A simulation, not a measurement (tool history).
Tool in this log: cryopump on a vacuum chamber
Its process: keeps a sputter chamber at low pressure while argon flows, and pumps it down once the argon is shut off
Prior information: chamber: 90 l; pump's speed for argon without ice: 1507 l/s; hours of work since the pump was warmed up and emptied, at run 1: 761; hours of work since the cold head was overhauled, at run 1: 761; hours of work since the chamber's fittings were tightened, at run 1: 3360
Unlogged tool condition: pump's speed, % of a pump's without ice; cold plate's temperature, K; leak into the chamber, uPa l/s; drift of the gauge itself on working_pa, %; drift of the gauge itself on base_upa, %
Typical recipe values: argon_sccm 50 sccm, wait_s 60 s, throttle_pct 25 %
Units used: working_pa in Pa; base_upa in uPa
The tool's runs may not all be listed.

run	hour	argon_sccm	wait_s	throttle_pct	hours of work since the pump was warmed up and emptied	hours of work since the cold head was overhauled	hours of work since the chamber's fittings were tightened	working_pa	base_upa
1	0.0	50	60	25	761	761	3360	0.2348	3.15
2	32.9	50	60	25	788	788	3387	0.2333	3.17
3	59.7	50	60	25	810	810	3408	0.2343	3.19
4	84.2	50	60	25	830	830	3428	0.2349	3.17
5	116.8	50	60	25	856	856	3455	0.2338	3.27
6	146.5	50	60	25	880	880	3479	0.2353	3.22
7	170.1	50	248	25	899	899	3498	0.2350	2.11
8	202.2	50	248	25	925	925	3524	0.2361	2.14
9	234.0	50	60	25	951	951	3550	0.2376	3.44
# hour 250.6: leaking fittings of the chamber tightened, without venting
10	264.8	50	60	25	974	974	12	0.2372	1.84
11	299.1	50	60	25	1002	1002	39	0.2379	1.80
12	325.6	50	60	25	1024	1024	61	0.2370	1.82
13	359.9	50	60	25	1051	1051	89	0.2353	1.84
14	397.1	50	60	25	1082	1082	119	0.2389	1.83
15	416.1	31	60	25	1097	1097	134	0.1470	1.86
16	454.9	50	60	25	1128	1128	166	0.2387	1.83
17	474.9	50	60	25	1145	1145	182	0.2397	1.88
18	512.6	50	60	25	1175	1175	212	0.2379	1.93
# hour 522.8: pump warmed up, emptied and cooled again
19	533.4	50	283	22	9	1188	225	0.2568	0.57
20	572.2	43	160	17	40	1219	256	0.2861	0.81
21	589.5	43	115	18	54	1233	270	0.2694	1.11
22	606.7	27	68	46	68	1247	284	0.0673	1.65
23	644.9	21	39	52	99	1278	315	0.0465	2.69
24	679.4	25	23	25	127	1306	343	0.1124	4.27
25	711.4	50	60	39	153	1332	369	0.1474	1.95
26	727.8	20	60	24	166	1345	383	0.0939	1.89
27	762.1	36	95	50	194	1373	410	0.0832	1.26
28	778.2	36	223	18	207	1386	423	0.2276	0.82
29	809.5	87	47	19	232	1411	449	0.5207	2.33
30	829.6	50	194	17	248	1428	465	0.3343	0.87
31	846.6	22	194	31	262	1442	479	0.0818	0.91
32	875.8	22	194	31	286	1465	502	0.0820	0.92
33	897.2	80	194	16	303	1483	520	0.5682	0.87

Forecast each of these 5 alternatives for the next run:
A	935.5	62	20	19	334	1514	551	?	?
B	935.5	50	22	28	334	1514	551	?	?
C	935.5	50	39	25	334	1514	551	?	?
D	935.5	86	70	47	334	1514	551	?	?
E	935.5	21	20	24	334	1514	551	?	?

run	working_pa	base_upa
A	0.3714	4.97
B	0.2052	4.59
C	0.2301	2.79
D	0.2138	1.76
E	0.0998	5.03
Take away the tool's hidden state, keep each run's random variation, and the runs would have read:
run	working_pa	base_upa
A	0.3655	4.72
B	0.2004	4.34
C	0.2253	2.54
D	0.2055	1.51
E	0.0977	4.78

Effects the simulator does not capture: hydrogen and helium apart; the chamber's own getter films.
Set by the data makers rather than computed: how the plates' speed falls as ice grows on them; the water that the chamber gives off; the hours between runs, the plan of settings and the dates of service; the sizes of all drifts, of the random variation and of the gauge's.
